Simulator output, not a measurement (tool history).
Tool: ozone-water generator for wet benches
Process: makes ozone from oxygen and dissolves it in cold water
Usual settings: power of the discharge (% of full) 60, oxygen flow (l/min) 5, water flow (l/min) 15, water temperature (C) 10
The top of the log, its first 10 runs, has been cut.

run,hour,power of the discharge (% of full),oxygen flow (l/min),water flow (l/min),water temperature (C),hours of work since the electrodes were changed,hours of work since the contactor was cleaned,hours of work since the thermometer was calibrated,dissolved ozone (ppm),ozone in the gas ahead of the water (g/m3)
# hour 199.4: contactor cleaned
11,220.6,60,5,11,10,700,20,3587,32.3,208.1
12,244.5,60,5,15,17,722,42,3609,23,207.4
13,269.3,60,5,15,17,745,65,3632,23,206.4
14,287.8,60,5,15,17,762,82,3649,23.1,207.9
15,307.1,60,5,15,10,780,100,3667,25.8,207.2
16,329,60,5,15,10,800,120,3687,25.4,208.1
17,356.2,60,5,15,10,825,145,3712,25.3,205.7
18,371.1,94,5,15,15,839,159,3726,35.8,310.7
# hour 395.3: contactor cleaned, once more
19,408,60,5,18,17,869,12,3756,20.9,207.1
20,435.5,60,5,15,8,894,37,3782,27.4,206.5
21,451.5,60,5,15,8,909,52,3796,27.4,207.9
22,470.4,94,5,15,8,927,69,3814,40.9,314
23,491.2,63,4.52,11,16,946,89,3833,31,223.8
24,509.7,61,4.52,10,16,963,106,3850,32.2,218
25,540.4,41,2.66,10,11,991,134,3879,23,185.1
26,570.2,41,2.66,10,11,1019,162,3906,22.9,185.5
27,589.4,41,2.66,10,11,1037,179,3924,23.1,186.9
28,621,87,3.6,9,10,1066,209,3953,52.8,330
29,642.2,60,5,10,10,1085,228,3973,36.1,205.7
30,667.4,60,5,10,10,1109,251,3996,35.9,206.4

Run 31 comes next. What will it give?
31,687.7,60,5,15,5,1127,270,4015,?,?

{"run 31": {"dissolved ozone (ppm)": 28.5, "ozone in the gas ahead of the water (g/m3)": 206.6}}
Had the tool carried no hidden state, the very same run would have given dissolved ozone (ppm) 29.1, ozone in the gas ahead of the water (g/m3) 209.5.
